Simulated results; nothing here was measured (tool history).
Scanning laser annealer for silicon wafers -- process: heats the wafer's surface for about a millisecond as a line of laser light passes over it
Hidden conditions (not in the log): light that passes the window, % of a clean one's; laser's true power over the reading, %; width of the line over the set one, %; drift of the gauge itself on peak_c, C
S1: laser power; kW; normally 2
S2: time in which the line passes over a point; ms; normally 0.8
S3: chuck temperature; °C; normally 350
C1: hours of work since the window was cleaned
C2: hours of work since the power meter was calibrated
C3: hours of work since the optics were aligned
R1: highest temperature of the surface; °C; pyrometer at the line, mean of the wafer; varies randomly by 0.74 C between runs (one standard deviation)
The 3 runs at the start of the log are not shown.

| run | hour | S1 | S2 | S3 | C1 | C2 | C3 | R1 |
|---|---|---|---|---|---|---|---|---|
| 4 | 182.6 | 2 | 0.8 | 352 | 532 | 440 | 348 | 1156.4 |
| 5 | 226.7 | 2 | 0.8 | 352 | 550 | 457 | 366 | 1158.1 |
| 6 | 270.3 | 2 | 0.8 | 369 | 567 | 475 | 384 | 1173.2 |
| 7 | 306.5 | 1.805 | 0.8 | 350 | 582 | 489 | 398 | 1083.5 |
| 8 | 366.4 | 1.805 | 0.8 | 350 | 606 | 513 | 422 | 1082.9 |
| 9 | 406.9 | 1.805 | 0.8 | 350 | 622 | 529 | 438 | 1083 |
| 10 | 451.6 | 1.805 | 0.8 | 350 | 640 | 547 | 456 | 1084.2 |
| 11 | 500.3 | 1.805 | 0.8 | 350 | 659 | 567 | 476 | 1083.9 |
| 12 | 549.1 | 1.96 | 0.8 | 350 | 679 | 586 | 495 | 1138.9 |
| 13 | 592 | 1.96 | 0.8 | 350 | 696 | 603 | 512 | 1139 |
| 14 | 631.3 | 1.96 | 0.8 | 350 | 712 | 619 | 528 | 1139.4 |
| 15 | 697.3 | 2 | 0.8 | 350 | 738 | 645 | 554 | 1153.5 |
| 16 | 752.4 | 2 | 0.722 | 350 | 760 | 668 | 576 | 1114.1 |
| 17 | 802.4 | 1.867 | 0.8 | 334 | 780 | 687 | 596 | 1090.2 |
| 18 | 857.4 | 1.814 | 0.671 | 323 | 802 | 710 | 618 | 994.8 |
| 19 | 905.6 | 1.814 | 0.671 | 323 | 821 | 729 | 638 | 994.5 |
| 20 | 947.5 | 2.072 | 0.89 | 350 | 838 | 746 | 654 | 1226.9 |
| 21 | 999.8 | 2.072 | 0.601 | 339 | 859 | 766 | 675 | 1054.7 |
| 22 | 1049.2 | 1.724 | 0.981 | 311 | 879 | 786 | 695 | 1091.6 |
|  | 1073.2 | window over the wafer cleaned |
| 23 | 1086.4 | 2.09 | 0.827 | 349 | 5 | 800 | 709 | 1200.4 |

Forecast run 24:
| 24 | 1129.1 | 1.86 | 0.858 | 355 | 22 | 817 | 726 | ? |

R1: 1133.6 °C
On a tool with no hidden condition, and with the same random variation, this run would have come out at R1 1135.9 °C.
